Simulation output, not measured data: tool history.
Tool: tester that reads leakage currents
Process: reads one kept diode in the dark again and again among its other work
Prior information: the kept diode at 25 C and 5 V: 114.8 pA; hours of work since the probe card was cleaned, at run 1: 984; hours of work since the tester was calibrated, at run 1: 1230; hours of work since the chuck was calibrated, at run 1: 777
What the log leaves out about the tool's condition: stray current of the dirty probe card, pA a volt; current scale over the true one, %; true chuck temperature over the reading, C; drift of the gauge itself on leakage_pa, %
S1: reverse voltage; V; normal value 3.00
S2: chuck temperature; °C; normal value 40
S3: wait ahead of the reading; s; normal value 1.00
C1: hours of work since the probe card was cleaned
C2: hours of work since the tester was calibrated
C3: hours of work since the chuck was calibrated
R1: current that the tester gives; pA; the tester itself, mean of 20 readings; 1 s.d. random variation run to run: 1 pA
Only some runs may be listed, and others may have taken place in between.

run 1 day=0.000 | S1=3.00 S2=40 S3=1.00 | C1=984 C2=1230 C3=777 | R1=365.06
run 2 day=3.704 | S1=3.77 S2=40 S3=1.00 | C1=1027 C2=1273 C3=820 | R1=403.62
run 3 day=7.417 | S1=3.77 S2=40 S3=1.00 | C1=1070 C2=1316 C3=863 | R1=407.03
run 4 day=10.000 | S1=1.95 S2=40 S3=1.00 | C1=1100 C2=1346 C3=893 | R1=306.61
run 5 day=11.654 | S1=3.00 S2=40 S3=1.00 | C1=1119 C2=1366 C3=913 | R1=369.71
run 6 day=14.233 | S1=15.83 S2=40 S3=1.00 | C1=1149 C2=1396 C3=943 | R1=769.86
run 7 day=17.504 | S1=15.83 S2=40 S3=1.00 | C1=1187 C2=1434 C3=981 | R1=772.95
run 8 day=19.383 | S1=1.08 S2=40 S3=1.00 | C1=1209 C2=1456 C3=1003 | R1=238.54
run 9 day=21.925 | S1=1.08 S2=40 S3=1.00 | C1=1238 C2=1485 C3=1032 | R1=240.85
run 10 day=24.842 | S1=1.08 S2=40 S3=1.00 | C1=1272 C2=1519 C3=1066 | R1=241.50
run 11 day=27.562 | S1=1.08 S2=40 S3=1.00 | C1=1304 C2=1551 C3=1098 | R1=241.97
run 12 day=31.317 | S1=1.08 S2=40 S3=1.00 | C1=1348 C2=1594 C3=1141 | R1=242.41
run 13 day=33.446 | S1=1.08 S2=40 S3=1.00 | C1=1373 C2=1619 C3=1166 | R1=244.09
run 14 day=37.304 | S1=9.92 S2=40 S3=1.00 | C1=1417 C2=1664 C3=1211 | R1=646.15
run 15 day=39.538 | S1=9.92 S2=40 S3=1.00 | C1=1443 C2=1690 C3=1237 | R1=647.53
-- day=40.771 probe card cleaned and baked
run 16 day=42.492 | S1=3.00 S2=40 S3=1.00 | C1=20 C2=1723 C3=1270 | R1=379.97
run 17 day=46.400 | S1=15.26 S2=40 S3=1.00 | C1=65 C2=1768 C3=1315 | R1=778.80
run 18 day=49.712 | S1=15.26 S2=40 S3=1.00 | C1=104 C2=1807 C3=1354 | R1=779.46
run 19 day=51.442 | S1=15.26 S2=40 S3=1.00 | C1=124 C2=1827 C3=1374 | R1=778.71
run 20 day=53.192 | S1=3.00 S2=31 S3=1.00 | C1=144 C2=1847 C3=1394 | R1=182.19
run 21 day=55.738 | S1=3.00 S2=31 S3=1.00 | C1=174 C2=1877 C3=1424 | R1=183.04
run 22 day=59.571 | S1=3.00 S2=31 S3=1.00 | C1=219 C2=1921 C3=1468 | R1=183.24
run 23 day=62.204 | S1=3.00 S2=31 S3=1.00 | C1=249 C2=1952 C3=1499 | R1=184.74
-- day=64.546 chuck's temperature calibrated
run 24 day=64.783 | S1=11.59 S2=34 S3=0.58 | C1=278 C2=1981 C3=3 | R1=380.28
run 25 day=67.325 | S1=3.00 S2=26 S3=1.82 | C1=308 C2=2011 C3=32 | R1=104.39
run 26 day=70.167 | S1=3.00 S2=21 S3=0.37 | C1=341 C2=2044 C3=65 | R1=69.30
run 27 day=73.592 | S1=3.00 S2=21 S3=0.37 | C1=381 C2=2084 C3=105 | R1=69.50
run 28 day=77.512 | S1=6.81 S2=24 S3=0.37 | C1=426 C2=2129 C3=151 | R1=132.99
run 29 day=79.171 | S1=10.73 S2=40 S3=1.49 | C1=446 C2=2148 C3=170 | R1=610.40
run 30 day=81.646 | S1=10.73 S2=40 S3=1.49 | C1=474 C2=2177 C3=199 | R1=612.67
run 31 day=84.554 | S1=3.00 S2=40 S3=2.38 | C1=508 C2=2211 C3=233 | R1=351.14
run 32 day=87.888 | S1=3.00 S2=40 S3=2.38 | C1=547 C2=2250 C3=271 | R1=354.49
run 33 day=91.354 | S1=1.84 S2=40 S3=1.00 | C1=587 C2=2290 C3=312 | R1=288.74
run 34 day=94.238 | S1=1.84 S2=40 S3=1.00 | C1=621 C2=2324 C3=345 | R1=289.68
run 35 day=96.908 | S1=1.84 S2=28 S3=2.85 | C1=652 C2=2355 C3=376 | R1=104.88
run 36 day=100.425 | S1=13.27 S2=51 S3=5.08 | C1=693 C2=2396 C3=417 | R1=1626.97
run 37 day=103.396 | S1=9.03 S2=51 S3=0.48 | C1=727 C2=2430 C3=452 | R1=1384.12
run 38 day=106.138 | S1=3.00 S2=22 S3=4.88 | C1=759 C2=2462 C3=484 | R1=77.25
run 39 day=108.675 | S1=3.00 S2=26 S3=1.00 | C1=789 C2=2492 C3=513 | R1=112.05

Each row is a separate what-if for the run after 39, all from the same tool condition, not one after another. Results?
run A day=111.829 | S1=4.24 S2=58 S3=7.65 | C1=825 C2=2528 C3=550 | R1=?
run B day=111.829 | S1=3.00 S2=40 S3=2.61 | C1=825 C2=2528 C3=550 | R1=?
run C day=111.829 | S1=17.79 S2=55 S3=0.38 | C1=825 C2=2528 C3=550 | R1=?
run D day=111.829 | S1=1.14 S2=49 S3=0.36 | C1=825 C2=2528 C3=550 | R1=?
run E day=111.829 | S1=2.41 S2=41 S3=9.18 | C1=825 C2=2528 C3=550 | R1=?

run=A R1=1685.55
run=B R1=364.20
run=C R1=2530.42
run=D R1=491.27
run=E R1=359.00
What these runs would have given with no unlogged condition in the tool:
run=A R1=1572.07
run=B R1=336.52
run=C R1=2352.31
run=D R1=456.98
run=E R1=332.12

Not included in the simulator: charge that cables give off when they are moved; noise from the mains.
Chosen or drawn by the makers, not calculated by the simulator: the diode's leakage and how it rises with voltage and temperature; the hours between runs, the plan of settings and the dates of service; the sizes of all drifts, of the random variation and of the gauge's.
